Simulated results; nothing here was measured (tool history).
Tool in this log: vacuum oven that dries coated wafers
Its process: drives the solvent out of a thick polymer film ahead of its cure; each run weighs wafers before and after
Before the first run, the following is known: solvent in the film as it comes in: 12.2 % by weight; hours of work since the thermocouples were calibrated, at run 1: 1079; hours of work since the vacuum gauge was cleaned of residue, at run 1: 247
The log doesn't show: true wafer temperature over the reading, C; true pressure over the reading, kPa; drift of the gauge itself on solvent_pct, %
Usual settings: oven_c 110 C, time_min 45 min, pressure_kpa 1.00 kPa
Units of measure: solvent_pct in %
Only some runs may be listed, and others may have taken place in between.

run   hour  oven_c  time_min  pressure_kpa  hours of work since the thermocouples were calibrated  hours of work since the vacuum gauge was cleaned of residue  solvent_pct
  1    0.0     110        45          1.00                                                   1079                                                          247         2.12
  2   17.0     110        45          1.00                                                   1087                                                          254         2.10
  3   31.6     110        45          1.14                                                   1093                                                          261         2.10
  4   58.2     110        45          1.14                                                   1105                                                          272         2.19
  5   72.6     110        45          1.00                                                   1111                                                          279         2.16
  6   99.5     110        45          2.24                                                   1123                                                          290         2.46
  7  128.2     110        45          1.00                                                   1135                                                          303         2.05
  8  142.1     110        44          1.00                                                   1141                                                          309         2.15
  9  154.7     110        44          1.00                                                   1147                                                          314         2.19
 10  171.4     110        44          1.00                                                   1154                                                          322         2.18
 11  200.8     110        44          1.00                                                   1167                                                          335         2.21
 12  219.5     110        45          1.00                                                   1175                                                          343         2.22
 13  245.2     110        45          1.00                                                   1186                                                          354         2.21
 14  262.0     110        45          1.00                                                   1194                                                          361         2.16
 15  283.0     110        45          1.15                                                   1203                                                          370         2.16
 16  296.9     110        45          1.00                                                   1209                                                          376         2.23
 17  316.3     110        45          1.00                                                   1217                                                          385         2.14
 18  342.2     110        45          1.00                                                   1228                                                          396         2.18
 19  368.4     110        45          1.00                                                   1240                                                          408         2.18
 20  380.5     114        45          1.00                                                   1245                                                          413         1.43
 21  399.2     114        45          1.00                                                   1253                                                          421         1.52
 22  416.8     114        45          1.00                                                   1261                                                          429         1.46
 23  433.8     123        45          1.00                                                   1268                                                          436         0.54
 24  458.8     110        45          1.00                                                   1279                                                          447         2.13
 25  476.9     110        23          0.60                                                   1287                                                          455         4.51
 26  500.7     110        23          0.60                                                   1298                                                          465         4.49
 27  523.2     110        23          0.60                                                   1307                                                          475         4.43
 28  539.5     117        45          1.02                                                   1314                                                          482         1.00
 29  556.6     104        28          1.02                                                   1322                                                          490         5.32
 30  578.9     103        61          0.82                                                   1332                                                          499         2.72
 31  605.5     103        61          0.82                                                   1343                                                          511         2.77
 32  624.9     103        61          0.82                                                   1352                                                          519         2.75
 33  651.9     103        61          0.82                                                   1363                                                          531         2.72
 34  667.0     103        61          0.82                                                   1370                                                          538         2.83
 35  696.5     110        35          1.63                                                   1383                                                          551         3.25
 36  709.0     110        35          1.63                                                   1388                                                          556         3.32
 37  735.5     110        33          0.54                                                   1400                                                          568         3.20
 38  750.3     119        35          1.90                                                   1406                                                          574         1.45
 39  768.6     119        35          1.90                                                   1414                                                          582         1.45
 40  794.6     110        77          1.00                                                   1426                                                          593         0.96
 41  813.3     114        62          2.40                                                   1434                                                          602         1.28
 42  829.5      99        62          1.09                                                   1441                                                          609         3.77
 43  842.5     124        72          1.36                                                   1447                                                          614         0.36
 44  862.3     124        72          1.36                                                   1455                                                          623         0.32
 45  889.7     110        65          2.82                                                   1467                                                          635         1.83
 46  918.4     112        51          2.22                                                   1480                                                          647         1.90
 47  943.7     110        57          0.51                                                   1491                                                          658         1.53

A few steps of solvent_pct between consecutive runs. Split each: what settings, incoming material and random variation would produce without the hidden state, and what is left over for the hidden state, along with gauge scatter present in only one of the two compared results (measured, and without hidden state):
Run 27 -> 28: oven_c 110 -> 117, time_min 23 -> 45, pressure_kpa 0.60 -> 1.02. solvent_pct -3.43 %: hidden state -0.18, all else -3.25.
Run 28 -> 29: oven_c 117 -> 104, time_min 45 -> 28. solvent_pct +4.32 %: hidden state +0.19, all else +4.13.
Run 41 -> 42: oven_c 114 -> 99, pressure_kpa 2.40 -> 1.09. solvent_pct +2.49 %: hidden state +0.27, all else +2.22.
Run 42 -> 43: oven_c 99 -> 124, time_min 62 -> 72, pressure_kpa 1.09 -> 1.36. solvent_pct -3.41 %: hidden state -0.45, all else -2.96.
Run 44 -> 45: oven_c 124 -> 110, time_min 72 -> 65, pressure_kpa 1.36 -> 2.82. solvent_pct +1.51 %: hidden state +0.27, all else +1.24.

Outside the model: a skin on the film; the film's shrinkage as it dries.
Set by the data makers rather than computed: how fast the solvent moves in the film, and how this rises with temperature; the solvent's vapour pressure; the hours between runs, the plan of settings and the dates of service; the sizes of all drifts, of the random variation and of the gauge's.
